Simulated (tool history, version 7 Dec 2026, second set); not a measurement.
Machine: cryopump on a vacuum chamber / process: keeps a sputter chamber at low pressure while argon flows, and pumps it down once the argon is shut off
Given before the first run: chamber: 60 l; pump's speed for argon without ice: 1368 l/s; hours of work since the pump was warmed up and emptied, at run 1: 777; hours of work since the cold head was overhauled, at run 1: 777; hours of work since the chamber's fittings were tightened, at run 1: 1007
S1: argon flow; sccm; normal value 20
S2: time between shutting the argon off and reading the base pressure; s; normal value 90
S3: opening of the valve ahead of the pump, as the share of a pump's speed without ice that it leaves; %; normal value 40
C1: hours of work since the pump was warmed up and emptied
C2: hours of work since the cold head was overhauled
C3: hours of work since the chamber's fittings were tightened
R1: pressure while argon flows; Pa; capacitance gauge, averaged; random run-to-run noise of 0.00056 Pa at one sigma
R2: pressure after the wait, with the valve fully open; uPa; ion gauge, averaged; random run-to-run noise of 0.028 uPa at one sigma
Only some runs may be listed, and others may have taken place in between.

| run | hour | S1 | S2 | S3 | C1 | C2 | C3 | R1 | R2 |
|---|---|---|---|---|---|---|---|---|---|
| 1 | 0.0 | 20 | 90 | 40 | 777 | 777 | 1007 | 0.0654 | 2.42 |
| 2 | 45.3 | 20 | 90 | 40 | 803 | 803 | 1033 | 0.0657 | 2.56 |
| 3 | 75.9 | 20 | 90 | 17 | 820 | 820 | 1051 | 0.1503 | 2.54 |
|  | 91.8 | pump warmed up, emptied and cooled again |
| 4 | 134.2 | 12 | 90 | 40 | 24 | 851 | 1081 | 0.0373 | 2.36 |
| 5 | 169.4 | 12 | 90 | 40 | 44 | 871 | 1101 | 0.0376 | 2.31 |
| 6 | 226.1 | 12 | 90 | 40 | 77 | 903 | 1134 | 0.0371 | 2.43 |
| 7 | 285.0 | 20 | 90 | 43 | 110 | 937 | 1167 | 0.0591 | 2.49 |
| 8 | 312.3 | 20 | 90 | 40 | 126 | 952 | 1183 | 0.0629 | 2.48 |
| 9 | 343.6 | 20 | 90 | 40 | 144 | 970 | 1201 | 0.0629 | 2.48 |
| 10 | 394.2 | 20 | 90 | 40 | 173 | 999 | 1230 | 0.0622 | 2.53 |
| 11 | 422.7 | 20 | 90 | 50 | 189 | 1015 | 1246 | 0.0494 | 2.50 |
| 12 | 450.7 | 20 | 90 | 50 | 205 | 1031 | 1262 | 0.0506 | 2.59 |
| 13 | 510.8 | 20 | 90 | 50 | 239 | 1066 | 1296 | 0.0509 | 2.61 |
| 14 | 543.6 | 20 | 90 | 50 | 258 | 1084 | 1315 | 0.0516 | 2.65 |
| 15 | 599.5 | 20 | 90 | 22 | 290 | 1116 | 1347 | 0.1131 | 2.63 |
| 16 | 654.4 | 13 | 90 | 40 | 321 | 1148 | 1378 | 0.0406 | 2.77 |
| 17 | 689.7 | 13 | 90 | 40 | 341 | 1168 | 1398 | 0.0408 | 2.71 |
| 18 | 717.4 | 9 | 289 | 32 | 357 | 1184 | 1414 | 0.0356 | 1.98 |
| 19 | 771.5 | 20 | 261 | 28 | 388 | 1215 | 1445 | 0.0917 | 2.10 |
| 20 | 827.4 | 20 | 261 | 28 | 420 | 1247 | 1477 | 0.0898 | 2.13 |
| 21 | 876.7 | 34 | 23 | 16 | 448 | 1275 | 1505 | 0.2669 | 5.84 |
| 22 | 927.9 | 17 | 90 | 18 | 478 | 1304 | 1535 | 0.1192 | 2.86 |
| 23 | 974.1 | 20 | 64 | 40 | 504 | 1330 | 1561 | 0.0641 | 3.27 |
| 24 | 1027.7 | 20 | 64 | 40 | 535 | 1361 | 1592 | 0.0644 | 3.41 |
| 25 | 1054.1 | 23 | 33 | 40 | 550 | 1376 | 1607 | 0.0739 | 4.94 |
| 26 | 1093.9 | 10 | 231 | 40 | 572 | 1399 | 1629 | 0.0325 | 2.42 |
| 27 | 1131.9 | 10 | 231 | 40 | 594 | 1420 | 1651 | 0.0325 | 2.35 |
| 28 | 1156.5 | 10 | 231 | 15 | 608 | 1434 | 1665 | 0.0832 | 2.38 |
| 29 | 1206.9 | 20 | 27 | 40 | 637 | 1463 | 1694 | 0.0649 | 5.60 |
| 30 | 1254.0 | 20 | 27 | 40 | 664 | 1490 | 1721 | 0.0650 | 5.69 |
| 31 | 1314.0 | 20 | 64 | 38 | 698 | 1524 | 1755 | 0.0684 | 3.58 |
| 32 | 1373.7 | 38 | 52 | 49 | 732 | 1559 | 1789 | 0.1045 | 4.01 |
| 33 | 1402.1 | 26 | 73 | 49 | 748 | 1575 | 1805 | 0.0700 | 3.57 |
| 34 | 1444.0 | 9 | 205 | 40 | 772 | 1599 | 1829 | 0.0299 | 2.76 |

Alternative continuations, all from the tool just after run 34; predict every row:
| A | 1500.4 | 30 | 90 | 43 | 805 | 1631 | 1862 | ? | ? |
| B | 1500.4 | 11 | 131 | 20 | 805 | 1631 | 1862 | ? | ? |
| C | 1500.4 | 14 | 112 | 19 | 805 | 1631 | 1862 | ? | ? |

| run | R1 | R2 |
|---|---|---|
| A | 0.0928 | 3.40 |
| B | 0.0695 | 3.00 |
| C | 0.0938 | 3.18 |
The same runs, with their run-to-run variation unchanged, on a tool lacking any hidden condition would have given:
| run | R1 | R2 |
|---|---|---|
| A | 0.0867 | 1.35 |
| B | 0.0673 | 0.96 |
| C | 0.0909 | 1.13 |
